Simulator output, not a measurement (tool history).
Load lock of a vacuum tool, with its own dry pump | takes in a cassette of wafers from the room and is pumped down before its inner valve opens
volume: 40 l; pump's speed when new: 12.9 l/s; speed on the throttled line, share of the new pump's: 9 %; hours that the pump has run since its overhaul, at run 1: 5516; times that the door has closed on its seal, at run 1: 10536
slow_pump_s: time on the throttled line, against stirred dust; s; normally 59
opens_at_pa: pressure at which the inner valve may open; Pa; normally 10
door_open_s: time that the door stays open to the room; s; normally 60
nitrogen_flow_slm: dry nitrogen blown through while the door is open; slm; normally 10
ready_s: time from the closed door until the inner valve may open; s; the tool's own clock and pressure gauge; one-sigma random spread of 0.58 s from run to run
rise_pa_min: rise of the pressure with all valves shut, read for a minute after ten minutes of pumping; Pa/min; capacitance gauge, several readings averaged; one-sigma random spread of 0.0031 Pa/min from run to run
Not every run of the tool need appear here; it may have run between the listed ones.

| run | hour | slow_pump_s | opens_at_pa | door_open_s | nitrogen_flow_slm | hours that the pump has run since its overhaul | times that the door has closed on its seal | incoming humidity of the room's air, % | ready_s | rise_pa_min |
|---|---|---|---|---|---|---|---|---|---|---|
| 1 | 0 | 59 | 10 | 60 | 10 | 5516 | 10536 | 48.6 | 87.9 | 0.14 |
| 2 | 85.9 | 59 | 10 | 60 | 10 | 5602 | 10813 | 44.4 | 86.8 | 0.141 |
| 3 | 171.1 | 59 | 10 | 60 | 10 | 5687 | 11089 | 45.3 | 87 | 0.144 |
| 4 | 235.6 | 59 | 10 | 60 | 10 | 5752 | 11297 | 43.6 | 86.9 | 0.139 |
| 5 | 289.2 | 59 | 9 | 60 | 10 | 5805 | 11470 | 45.7 | 87.7 | 0.146 |
| 6 | 357 | 59 | 19 | 60 | 10 | 5873 | 11689 | 44.4 | 84.3 | 0.157 |
| 7 | 454.2 | 59 | 19 | 60 | 10 | 5970 | 12003 | 43.4 | 84.8 | 0.137 |
| 8 | 513.5 | 59 | 19 | 60 | 10 | 6030 | 12194 | 47.9 | 85.4 | 0.162 |
| 9 | 587.3 | 59 | 19 | 60 | 7 | 6103 | 12433 | 44.2 | 85.4 | 0.163 |
| 10 | 676.4 | 59 | 19 | 60 | 7 | 6193 | 12721 | 44.6 | 85 | 0.165 |
| 11 | 771.8 | 59 | 10 | 60 | 10 | 6288 | 13029 | 44.9 | 87.2 | 0.162 |
| 12 | 820.5 | 60 | 10 | 60 | 10 | 6337 | 13186 | 47.2 | 89 | 0.165 |
| 13 | 891.1 | 60 | 10 | 60 | 10 | 6407 | 13414 | 46.2 | 89.4 | 0.169 |
| 14 | 964.5 | 60 | 10 | 60 | 10 | 6481 | 13652 | 41.7 | 88.3 | 0.164 |
| 15 | 1046 | 60 | 7 | 60 | 10 | 6562 | 13915 | 48 | 90 | 0.174 |
| 16 | 1089.1 | 60 | 7 | 60 | 10 | 6605 | 14054 | 42.1 | 89.8 | 0.167 |
| 17 | 1143.3 | 59 | 8 | 60 | 10 | 6659 | 14229 | 44.8 | 89.2 | 0.173 |
| 18 | 1220.6 | 54 | 8 | 57 | 10 | 6737 | 14479 | 46.6 | 83.8 | 0.179 |
| 19 | 1291.4 | 74 | 15 | 90 | 8 | 6808 | 14708 | 41.6 | 99.1 | 0.198 |
| 20 | 1357.1 | 74 | 15 | 90 | 8 | 6873 | 14920 | 47.3 | 100 | 0.208 |
| 21 | 1397.6 | 59 | 14 | 89 | 41 | 6914 | 15051 | 45.6 | 87.5 | 0.166 |
| 22 | 1462.6 | 48 | 14 | 89 | 10 | 6979 | 15261 | 45.6 | 76.7 | 0.205 |
| 23 | 1523.6 | 55 | 10 | 40 | 20 | 7040 | 15458 | 46.5 | 85.2 | 0.163 |
| 24 | 1568.8 | 45 | 10 | 125 | 43 | 7085 | 15604 | 48.7 | 75.9 | 0.188 |
| 25 | 1622 | 107 | 13 | 121 | 7 | 7138 | 15776 | 48.3 | 129.6 | 0.239 |
| 26 | 1691.8 | 59 | 7 | 60 | 10 | 7208 | 16001 | 44.6 | 90.2 | 0.199 |
| 27 | 1778.7 | 60 | 8 | 60 | 10 | 7295 | 16282 | 46.6 | 90.5 | 0.203 |
| 28 | 1821.6 | 60 | 9 | 123 | 10 | 7338 | 16420 | 45.1 | 90.3 | 0.24 |
| 29 | 1896.7 | 60 | 9 | 123 | 10 | 7413 | 16663 | 41.7 | 89.1 | 0.237 |
| 30 | 1949 | 112 | 9 | 123 | 13 | 7465 | 16832 | 47.5 | 135.9 | 0.244 |
| 31 | 2047.9 | 112 | 9 | 123 | 13 | 7564 | 17151 | 44.4 | 135.9 | 0.241 |
| 32 | 2095.1 | 112 | 9 | 123 | 13 | 7611 | 17304 | 45 | 136.7 | 0.238 |

Alternative continuations, all from the tool just after run 32; predict every row:
| A | 2145.7 | 63 | 9 | 57 | 13 | 7662 | 17467 | 44.5 | ? | ? |
| B | 2145.7 | 59 | 10 | 60 | 17 | 7662 | 17467 | 44.1 | ? | ? |
| C | 2145.7 | 59 | 9 | 205 | 10 | 7662 | 17467 | 47.4 | ? | ? |
| D | 2145.7 | 78 | 8 | 60 | 10 | 7662 | 17467 | 42.9 | ? | ? |

| run | ready_s | rise_pa_min |
|---|---|---|
| A | 92.2 | 0.207 |
| B | 88.5 | 0.213 |
| C | 89.9 | 0.297 |
| D | 105.7 | 0.213 |
Stripped of hidden state, with their random variation kept, the same runs would have yielded:
| run | ready_s | rise_pa_min |
|---|---|---|
| A | 86.1 | 0.048 |
| B | 82.4 | 0.051 |
| C | 83.7 | 0.136 |
| D | 99.8 | 0.054 |
